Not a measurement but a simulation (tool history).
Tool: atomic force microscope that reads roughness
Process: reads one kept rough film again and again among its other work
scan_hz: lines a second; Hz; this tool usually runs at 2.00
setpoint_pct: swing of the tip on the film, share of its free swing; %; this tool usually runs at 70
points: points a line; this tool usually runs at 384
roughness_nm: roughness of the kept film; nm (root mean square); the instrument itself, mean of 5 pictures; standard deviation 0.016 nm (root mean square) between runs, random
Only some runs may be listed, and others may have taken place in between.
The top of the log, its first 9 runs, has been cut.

| run | hour | scan_hz | setpoint_pct | points | pictures with this tip | hours of work since the height scale was calibrated | roughness_nm |
|---|---|---|---|---|---|---|---|
| 10 | 80.9 | 2.00 | 57 | 384 | 47 | 195 | 3.849 |
| 11 | 88.7 | 2.00 | 70 | 384 | 58 | 199 | 3.676 |
| 12 | 99.1 | 2.00 | 70 | 384 | 72 | 205 | 3.657 |
| 13 | 111.8 | 2.00 | 70 | 384 | 89 | 211 | 3.602 |
| 14 | 118.6 | 2.00 | 70 | 384 | 98 | 215 | 3.631 |
| 15 | 129.8 | 2.00 | 69 | 384 | 113 | 221 | 3.631 |
| 16 | 142.5 | 3.35 | 72 | 293 | 131 | 227 | 3.365 |
| 17 | 149.8 | 3.35 | 78 | 436 | 140 | 231 | 3.207 |
| 18 | 156.5 | 2.00 | 86 | 624 | 149 | 235 | 3.267 |
| 19 | 167.8 | 0.90 | 70 | 335 | 165 | 241 | 3.696 |
| 20 | 178.7 | 0.90 | 70 | 335 | 179 | 247 | 3.684 |
| 21 | 189.0 | 0.90 | 70 | 335 | 193 | 252 | 3.683 |
| 22 | 199.3 | 3.47 | 70 | 707 | 207 | 257 | 3.341 |
| 23 | 208.7 | 2.07 | 78 | 527 | 220 | 262 | 3.351 |
| 24 | 219.4 | 1.74 | 77 | 384 | 234 | 268 | 3.452 |
| 25 | 230.4 | 1.22 | 77 | 293 | 249 | 274 | 3.516 |
| 26 | 240.8 | 1.22 | 77 | 293 | 263 | 279 | 3.482 |
| 27 | 249.5 | 1.14 | 70 | 384 | 275 | 284 | 3.573 |
|  | 255.4 | new tip fitted |
| 28 | 262.6 | 1.14 | 70 | 384 | 10 | 291 | 3.854 |
| 29 | 273.1 | 1.14 | 70 | 384 | 24 | 296 | 3.820 |
| 30 | 281.1 | 3.22 | 64 | 384 | 35 | 300 | 3.636 |

What if the next run were any one of these 5? Each begins from the tool's condition after run 30:
| A | 292.6 | 3.14 | 64 | 384 | 50 | 306 | ? |
| B | 292.6 | 1.81 | 63 | 349 | 50 | 306 | ? |
| C | 292.6 | 3.15 | 69 | 849 | 50 | 306 | ? |
| D | 292.6 | 0.55 | 75 | 384 | 50 | 306 | ? |
| E | 292.6 | 1.61 | 63 | 839 | 50 | 306 | ? |

| run | roughness_nm |
|---|---|
| A | 3.650 |
| B | 3.820 |
| C | 3.562 |
| D | 3.846 |
| E | 3.824 |
With no hidden state in the tool, these same runs would have given:
| run | roughness_nm |
|---|---|
| A | 3.717 |
| B | 3.890 |
| C | 3.627 |
| D | 3.917 |
| E | 3.894 |

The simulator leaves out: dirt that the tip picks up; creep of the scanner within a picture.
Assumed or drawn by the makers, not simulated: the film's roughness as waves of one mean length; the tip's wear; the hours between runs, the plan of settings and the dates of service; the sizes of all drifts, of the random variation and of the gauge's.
